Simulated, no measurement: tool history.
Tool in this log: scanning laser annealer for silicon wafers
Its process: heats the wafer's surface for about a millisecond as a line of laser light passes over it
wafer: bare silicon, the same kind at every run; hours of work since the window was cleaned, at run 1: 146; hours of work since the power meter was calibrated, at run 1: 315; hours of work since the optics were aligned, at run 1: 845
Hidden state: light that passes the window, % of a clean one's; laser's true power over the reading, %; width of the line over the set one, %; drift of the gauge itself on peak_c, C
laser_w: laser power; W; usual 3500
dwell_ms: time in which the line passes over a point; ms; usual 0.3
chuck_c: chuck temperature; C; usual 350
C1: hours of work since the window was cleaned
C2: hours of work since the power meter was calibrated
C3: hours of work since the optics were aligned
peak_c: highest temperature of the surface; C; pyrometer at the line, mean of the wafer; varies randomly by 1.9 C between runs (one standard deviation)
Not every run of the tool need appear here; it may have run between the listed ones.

run 1 hour=0 | laser_w=3500 dwell_ms=0.3 chuck_c=350 | C1=146 C2=315 C3=845 | peak_c=1068
run 2 hour=35.6 | laser_w=3500 dwell_ms=0.3 chuck_c=350 | C1=161 C2=329 C3=859 | peak_c=1065
run 3 hour=76.9 | laser_w=3500 dwell_ms=0.3 chuck_c=350 | C1=178 C2=346 C3=876 | peak_c=1065
run 4 hour=123.9 | laser_w=3500 dwell_ms=0.3 chuck_c=350 | C1=197 C2=365 C3=895 | peak_c=1063
run 5 hour=169 | laser_w=3500 dwell_ms=0.3 chuck_c=350 | C1=215 C2=383 C3=913 | peak_c=1059
run 6 hour=244 | laser_w=3500 dwell_ms=0.3 chuck_c=350 | C1=246 C2=414 C3=944 | peak_c=1062
run 7 hour=299.1 | laser_w=3500 dwell_ms=0.3 chuck_c=350 | C1=268 C2=436 C3=966 | peak_c=1057
run 8 hour=357.5 | laser_w=3500 dwell_ms=0.371 chuck_c=350 | C1=292 C2=460 C3=990 | peak_c=1128
run 9 hour=427.3 | laser_w=3500 dwell_ms=0.371 chuck_c=350 | C1=320 C2=488 C3=1018 | peak_c=1128
run 10 hour=499.1 | laser_w=3500 dwell_ms=0.3 chuck_c=350 | C1=349 C2=517 C3=1047 | peak_c=1052
-- hour=533 window over the wafer cleaned
run 11 hour=562 | laser_w=3500 dwell_ms=0.3 chuck_c=350 | C1=12 C2=542 C3=1072 | peak_c=1030
run 12 hour=613.7 | laser_w=3500 dwell_ms=0.3 chuck_c=350 | C1=33 C2=563 C3=1093 | peak_c=1029
-- hour=657.4 window over the wafer cleaned, once more
run 13 hour=677.8 | laser_w=3500 dwell_ms=0.3 chuck_c=350 | C1=8 C2=588 C3=1119 | peak_c=1077
run 14 hour=751.3 | laser_w=3500 dwell_ms=0.25 chuck_c=350 | C1=38 C2=618 C3=1148 | peak_c=1012
run 15 hour=813.6 | laser_w=3500 dwell_ms=0.25 chuck_c=350 | C1=64 C2=644 C3=1174 | peak_c=1012
run 16 hour=884.5 | laser_w=3500 dwell_ms=0.25 chuck_c=350 | C1=92 C2=672 C3=1203 | peak_c=1012
run 17 hour=921.8 | laser_w=3500 dwell_ms=0.25 chuck_c=350 | C1=107 C2=688 C3=1218 | peak_c=1011
run 18 hour=981.8 | laser_w=3500 dwell_ms=0.25 chuck_c=350 | C1=132 C2=712 C3=1242 | peak_c=1005
run 19 hour=1061.6 | laser_w=3500 dwell_ms=0.3 chuck_c=376 | C1=164 C2=744 C3=1274 | peak_c=1088
run 20 hour=1103.7 | laser_w=3207 dwell_ms=0.36 chuck_c=376 | C1=181 C2=762 C3=1292 | peak_c=1065
run 21 hour=1176.9 | laser_w=3115 dwell_ms=0.36 chuck_c=382 | C1=211 C2=791 C3=1321 | peak_c=1042
-- hour=1234.9 optics aligned, line set to its width
run 22 hour=1236.5 | laser_w=3115 dwell_ms=0.36 chuck_c=382 | C1=233 C2=814 C3=1 | peak_c=1057
run 23 hour=1317.2 | laser_w=3115 dwell_ms=0.36 chuck_c=382 | C1=266 C2=846 C3=33 | peak_c=1057
run 24 hour=1395.7 | laser_w=3397 dwell_ms=0.236 chuck_c=317 | C1=298 C2=878 C3=65 | peak_c=934
run 25 hour=1467.6 | laser_w=3474 dwell_ms=0.236 chuck_c=317 | C1=327 C2=907 C3=95 | peak_c=949
run 26 hour=1534.8 | laser_w=3474 dwell_ms=0.236 chuck_c=362 | C1=355 C2=935 C3=122 | peak_c=994
-- hour=1553.8 window over the wafer cleaned
run 27 hour=1591.1 | laser_w=3500 dwell_ms=0.3 chuck_c=372 | C1=15 C2=957 C3=144 | peak_c=1115
run 28 hour=1654.6 | laser_w=3500 dwell_ms=0.3 chuck_c=372 | C1=41 C2=983 C3=170 | peak_c=1114
run 29 hour=1697.1 | laser_w=3500 dwell_ms=0.3 chuck_c=331 | C1=58 C2=1000 C3=187 | peak_c=1073
run 30 hour=1773.3 | laser_w=3500 dwell_ms=0.3 chuck_c=331 | C1=89 C2=1031 C3=218 | peak_c=1062
run 31 hour=1834.2 | laser_w=3825 dwell_ms=0.248 chuck_c=344 | C1=114 C2=1056 C3=243 | peak_c=1097
run 32 hour=1884.9 | laser_w=3249 dwell_ms=0.267 chuck_c=355 | C1=135 C2=1076 C3=263 | peak_c=979
run 33 hour=1929.1 | laser_w=3249 dwell_ms=0.327 chuck_c=319 | C1=153 C2=1094 C3=281 | peak_c=1006
run 34 hour=1971.5 | laser_w=3563 dwell_ms=0.289 chuck_c=385 | C1=170 C2=1111 C3=299 | peak_c=1116
run 35 hour=2007.1 | laser_w=3563 dwell_ms=0.289 chuck_c=385 | C1=184 C2=1126 C3=313 | peak_c=1115
run 36 hour=2083.4 | laser_w=3461 dwell_ms=0.297 chuck_c=336 | C1=215 C2=1157 C3=344 | peak_c=1044
run 37 hour=2137 | laser_w=3707 dwell_ms=0.32 chuck_c=386 | C1=237 C2=1179 C3=366 | peak_c=1190

Branching from run 37: 3 alternative next runs. What would each branch give?
run A hour=2181.1 | laser_w=3500 dwell_ms=0.242 chuck_c=350 | C1=255 C2=1197 C3=384 | peak_c=?
run B hour=2181.1 | laser_w=3707 dwell_ms=0.32 chuck_c=333 | C1=255 C2=1197 C3=384 | peak_c=?
run C hour=2181.1 | laser_w=3500 dwell_ms=0.3 chuck_c=323 | C1=255 C2=1197 C3=384 | peak_c=?

run=A peak_c=997
run=B peak_c=1131
run=C peak_c=1042
Take away the tool's hidden state, keep each run's random variation, and the runs would have read:
run=A peak_c=1020
run=B peak_c=1159
run=C peak_c=1067
